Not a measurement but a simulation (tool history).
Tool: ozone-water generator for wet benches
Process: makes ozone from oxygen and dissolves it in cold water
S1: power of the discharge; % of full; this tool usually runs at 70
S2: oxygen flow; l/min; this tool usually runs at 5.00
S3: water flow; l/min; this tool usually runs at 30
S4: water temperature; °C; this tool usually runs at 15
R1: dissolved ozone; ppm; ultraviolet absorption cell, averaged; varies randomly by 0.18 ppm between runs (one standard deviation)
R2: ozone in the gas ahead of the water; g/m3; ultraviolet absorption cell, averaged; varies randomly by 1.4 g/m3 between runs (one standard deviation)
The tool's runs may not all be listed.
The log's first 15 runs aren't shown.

run,hour,S1,S2,S3,S4,R1,R2
16,912.1,84,5.00,30,15,25.8,286.9
17,975.9,70,8.14,40,9,20.0,194.9
18,1053.5,70,8.14,24,13,28.9,197.2
19,1087.8,70,8.14,24,13,29.2,195.4
20,1160.0,61,5.00,39,17,16.2,232.2
21,1217.9,41,7.21,39,17,13.2,149.2
22,1285.7,41,7.21,39,17,13.3,149.4
23,1335.3,48,3.18,41,17,11.9,250.5
24,1389.5,54,4.03,30,11,19.2,239.5
25,1458.1,98,2.64,21,8,36.5,433.0
26,1536.4,98,2.64,31,8,24.7,429.3
27,1589.4,98,2.64,31,8,24.7,431.9
28,1641.3,98,2.64,45,8,16.1,433.2
29,1684.3,70,6.06,22,15,29.7,225.1
30,1749.6,48,2.63,29,12,16.6,281.0
31,1794.5,48,2.63,29,12,16.3,279.7
32,1846.5,61,3.23,30,15,19.0,290.5

Branching from run 32: 4 alternative next runs. What would each branch give?
A,1922.8,70,4.66,30,15,?,?
B,1922.8,61,4.60,30,15,?,?
C,1922.8,47,3.72,18,15,?,?
D,1922.8,96,3.23,31,15,?,?

run,R1,R2
A,22.0,257.7
B,20.5,239.9
C,26.1,227.6
D,24.4,385.2
The same runs, with their run-to-run variation unchanged, on a tool lacking any hidden condition would have given:
run,R1,R2
A,23.8,270.8
B,22.0,251.1
C,27.6,236.2
D,26.6,408.9
